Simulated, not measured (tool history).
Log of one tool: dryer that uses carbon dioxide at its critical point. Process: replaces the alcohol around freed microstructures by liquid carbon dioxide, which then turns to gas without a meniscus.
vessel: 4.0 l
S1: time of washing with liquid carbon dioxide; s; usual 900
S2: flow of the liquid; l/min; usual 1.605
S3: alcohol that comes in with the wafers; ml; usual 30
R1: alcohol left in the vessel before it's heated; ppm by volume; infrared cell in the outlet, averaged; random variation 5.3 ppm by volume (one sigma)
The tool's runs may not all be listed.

| run | hour | S1 | S2 | S3 | R1 |
|---|---|---|---|---|---|
| 1 | 0 | 900 | 1.605 | 30 | 147 |
| 2 | 15.6 | 900 | 1.605 | 30 | 161 |
| 3 | 39.5 | 900 | 1.605 | 30 | 165 |
| 4 | 55.8 | 780 | 1.605 | 30 | 252 |
| 5 | 78.6 | 900 | 1.605 | 30 | 165 |
| 6 | 107.6 | 900 | 1.605 | 30 | 173 |
| 7 | 132.3 | 900 | 1.605 | 30 | 183 |
| 8 | 153.2 | 900 | 1.53 | 30 | 215 |
| 9 | 172.8 | 900 | 1.53 | 30 | 213 |
| 10 | 186.7 | 900 | 1.53 | 30 | 214 |
| 11 | 212.3 | 900 | 1.605 | 33 | 216 |
| 12 | 240.1 | 1260 | 1.01 | 37 | 343 |
| 13 | 259.6 | 780 | 2.72 | 80 | 107 |
| 14 | 289.1 | 900 | 1.605 | 42 | 254 |
| 15 | 307.1 | 660 | 1.31 | 46 | 1115 |
| 16 | 333.3 | 960 | 1.31 | 32 | 318 |
| 17 | 347.3 | 1080 | 1.48 | 22 | 137 |
| 18 | 360.5 | 900 | 1.53 | 40 | 297 |
| 19 | 387.8 | 780 | 1.97 | 37 | 213 |
| 20 | 411.3 | 600 | 1 | 34 | 1779 |
| 21 | 437.4 | 960 | 1 | 90 | 1796 |

Forecast each of these 4 alternatives for the next run:
| A | 450.1 | 900 | 2.57 | 30 | ? |
| B | 450.1 | 720 | 1.12 | 30 | ? |
| C | 450.1 | 960 | 1.19 | 90 | ? |
| D | 450.1 | 660 | 1.85 | 30 | ? |

| run | R1 |
|---|---|
| A | 77 |
| B | 957 |
| C | 1157 |
| D | 359 |
Without the tool's hidden state the same runs would have given:
| run | R1 |
|---|---|
| A | 7 |
| B | 732 |
| C | 831 |
| D | 220 |

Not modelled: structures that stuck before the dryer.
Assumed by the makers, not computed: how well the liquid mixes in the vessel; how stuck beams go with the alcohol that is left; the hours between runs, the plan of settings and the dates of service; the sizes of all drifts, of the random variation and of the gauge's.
